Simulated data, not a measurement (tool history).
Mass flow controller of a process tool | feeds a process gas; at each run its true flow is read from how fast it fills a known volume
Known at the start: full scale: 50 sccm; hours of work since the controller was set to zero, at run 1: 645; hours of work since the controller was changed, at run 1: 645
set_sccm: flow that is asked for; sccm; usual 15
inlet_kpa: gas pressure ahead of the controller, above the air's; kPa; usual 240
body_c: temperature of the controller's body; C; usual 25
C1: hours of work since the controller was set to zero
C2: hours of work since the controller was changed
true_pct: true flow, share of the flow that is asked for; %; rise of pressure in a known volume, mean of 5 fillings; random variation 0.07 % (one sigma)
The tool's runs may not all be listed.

Run 1, day 0: usual settings; C1 645; C2 645. Result: true_pct 98.21 %.
Run 2, day 1.583: usual settings; C1 660; C2 660. Result: true_pct 98.09 %.
Run 3, day 4.362: usual settings but inlet_kpa 153 kPa; C1 685; C2 685. Result: true_pct 98.15 %.
Run 4, day 6.467: usual settings but inlet_kpa 261 kPa; C1 704; C2 704. Result: true_pct 97.6 %.
Run 5, day 9.388: usual settings but set_sccm 8 sccm; C1 731; C2 731. Result: true_pct 97.32 %.
Run 6, day 11.738: usual settings but set_sccm 8 sccm, body_c 40 C; C1 753; C2 753. Result: true_pct 98.92 %.
Run 7, day 14: usual settings but set_sccm 8 sccm, body_c 40 C; C1 773; C2 773. Result: true_pct 98.87 %.
Run 8, day 16.925: usual settings but set_sccm 8 sccm, body_c 40 C; C1 800; C2 800. Result: true_pct 98.63 %.
Run 9, day 18.692: usual settings but set_sccm 6 sccm, body_c 40 C; C1 816; C2 816. Result: true_pct 98.47 %.
Run 10, day 20.996: usual settings but set_sccm 9 sccm; C1 837; C2 837. Result: true_pct 96.82 %.
Run 11, day 23.133: usual settings but set_sccm 9 sccm; C1 857; C2 857. Result: true_pct 96.78 %.
Run 12, day 24.729: usual settings but inlet_kpa 239 kPa; C1 872; C2 872. Result: true_pct 96.82 %.
Run 13, day 27.971: usual settings but inlet_kpa 160 kPa; C1 901; C2 901. Result: true_pct 97.08 %.
Run 14, day 30.512: usual settings but inlet_kpa 160 kPa; C1 925; C2 925. Result: true_pct 96.92 %.
Run 15, day 32.825: usual settings but body_c 24 C; C1 946; C2 946. Result: true_pct 96.46 %.
Run 16, day 36.092: usual settings but body_c 24 C; C1 976; C2 976. Result: true_pct 96.3 %.
At day 37.546: gauge calibrated.
Run 17, day 39.167: usual settings but body_c 24 C; C1 1004; C2 1004. Result: true_pct 97.95 %.
Run 18, day 40.917: usual settings but body_c 24 C; C1 1020; C2 1020. Result: true_pct 97.88 %.
Run 19, day 43.442: usual settings but set_sccm 11 sccm; C1 1043; C2 1043. Result: true_pct 97.51 %.
Run 20, day 46.862: usual settings but set_sccm 11 sccm; C1 1074; C2 1074. Result: true_pct 97.51 %.
Run 21, day 49.733: usual settings but set_sccm 11 sccm; C1 1101; C2 1101. Result: true_pct 97.42 %.
Run 22, day 51.967: usual settings but set_sccm 11 sccm; C1 1121; C2 1121. Result: true_pct 97.17 %.
Run 23, day 54.954: usual settings but set_sccm 11 sccm; C1 1148; C2 1148. Result: true_pct 96.97 %.
Run 24, day 57.446: usual settings but inlet_kpa 267 kPa; C1 1171; C2 1171. Result: true_pct 97.14 %.
Run 25, day 60.654: usual settings but inlet_kpa 267 kPa; C1 1201; C2 1201. Result: true_pct 96.82 %.
Run 26, day 62.371: usual settings but set_sccm 33 sccm, inlet_kpa 241 kPa, body_c 26 C; C1 1216; C2 1216. Result: true_pct 98.03 %.
Run 27, day 64.333: usual settings but inlet_kpa 154 kPa, body_c 32 C; C1 1234; C2 1234. Result: true_pct 97.9 %.
Run 28, day 66.175: usual settings but set_sccm 20 sccm, inlet_kpa 161 kPa, body_c 24 C; C1 1251; C2 1251. Result: true_pct 97.18 %.
Run 29, day 69.579: usual settings but inlet_kpa 193 kPa; C1 1282; C2 1282. Result: true_pct 96.74 %.
At day 71.617: gauge calibrated.
Run 30, day 72.017: usual settings but set_sccm 20 sccm, inlet_kpa 157 kPa, body_c 24 C; C1 1305; C2 1305. Result: true_pct 98.41 %.
Run 31, day 73.642: usual settings but set_sccm 19 sccm, inlet_kpa 199 kPa, body_c 27 C; C1 1320; C2 1320. Result: true_pct 98.45 %.
Run 32, day 76.358: usual settings but set_sccm 18 sccm, inlet_kpa 219 kPa, body_c 27 C; C1 1344; C2 1344. Result: true_pct 98.29 %.
Run 33, day 78.462: usual settings but set_sccm 32 sccm, inlet_kpa 270 kPa; C1 1364; C2 1364. Result: true_pct 98.54 %.
Run 34, day 80.075: usual settings but set_sccm 16 sccm, inlet_kpa 170 kPa, body_c 37 C; C1 1379; C2 1379. Result: true_pct 99.29 %.
Run 35, day 82.071: usual settings but set_sccm 29 sccm, body_c 31 C; C1 1397; C2 1397. Result: true_pct 98.98 %.
Run 36, day 85.579: usual settings but set_sccm 29 sccm, body_c 31 C; C1 1429; C2 1429. Result: true_pct 98.93 %.
Run 37, day 88.321: usual settings but set_sccm 29 sccm, body_c 31 C; C1 1454; C2 1454. Result: true_pct 98.8 %.
Run 38, day 91.775: usual settings but set_sccm 48 sccm, inlet_kpa 169 kPa, body_c 30 C; C1 1486; C2 1486. Result: true_pct 99.59 %.
Run 39, day 94.575: usual settings but set_sccm 48 sccm, inlet_kpa 169 kPa, body_c 30 C; C1 1511; C2 1511. Result: true_pct 99.54 %.
Run 40, day 97.221: usual settings but set_sccm 10 sccm, inlet_kpa 192 kPa, body_c 22 C; C1 1536; C2 1536. Result: true_pct 96.44 %.
Run 41, day 99.346: usual settings but set_sccm 42 sccm, inlet_kpa 192 kPa, body_c 20 C; C1 1555; C2 1555. Result: true_pct 97.75 %.
Run 42, day 101.183: usual settings but set_sccm 41 sccm, inlet_kpa 271 kPa, body_c 21 C; C1 1572; C2 1572. Result: true_pct 97.55 %.
Run 43, day 102.962: usual settings but set_sccm 8 sccm, inlet_kpa 148 kPa, body_c 21 C; C1 1588; C2 1588. Result: true_pct 96.17 %.
Run 44, day 105.879: usual settings but set_sccm 9 sccm, inlet_kpa 236 kPa; C1 1615; C2 1615. Result: true_pct 96.25 %.
Run 45, day 108.338: usual settings but set_sccm 17 sccm, inlet_kpa 223 kPa, body_c 28 C; C1 1637; C2 1637. Result: true_pct 96.92 %.
Run 46, day 110.142: usual settings but inlet_kpa 163 kPa, body_c 40 C; C1 1654; C2 1654. Result: true_pct 98.29 %.
Run 47, day 113.358: usual settings but set_sccm 14 sccm, inlet_kpa 269 kPa, body_c 39 C; C1 1683; C2 1683. Result: true_pct 97.55 %.

The same runs without the tool's hidden state, with the same run-to-run variation:
The hidden state here: flow at rest that the sensor doesn't see, % of full scale; true flow over the shown one, %; drift of the gauge itself on true_pct, %.
run  true_pct
  1     98.22
  2     98.16
  3     98.35
  4      97.9
  5     97.74
  6     99.46
  7     99.51
  8      99.4
  9     99.32
 10     97.76
 11     97.82
 12     97.93
 13     98.34
 14     98.29
 15     97.92
 16     97.91
 17     98.03
 18     98.03
 19     97.78
 20     97.93
 21     97.98
 22     97.82
 23     97.75
 24     98.03
 25     97.86
 26     99.15
 27     99.11
 28     98.47
 29     98.18
 30     98.44
 31     98.55
 32     98.51
 33     98.85
 34     99.69
 35     99.46
 36     99.57
 37     99.56
 38    100.52
 39    100.59
 40     97.58
 41     99.01
 42     98.88
 43     97.57
 44     97.78
 45     98.57
 46    100.05
 47     99.45

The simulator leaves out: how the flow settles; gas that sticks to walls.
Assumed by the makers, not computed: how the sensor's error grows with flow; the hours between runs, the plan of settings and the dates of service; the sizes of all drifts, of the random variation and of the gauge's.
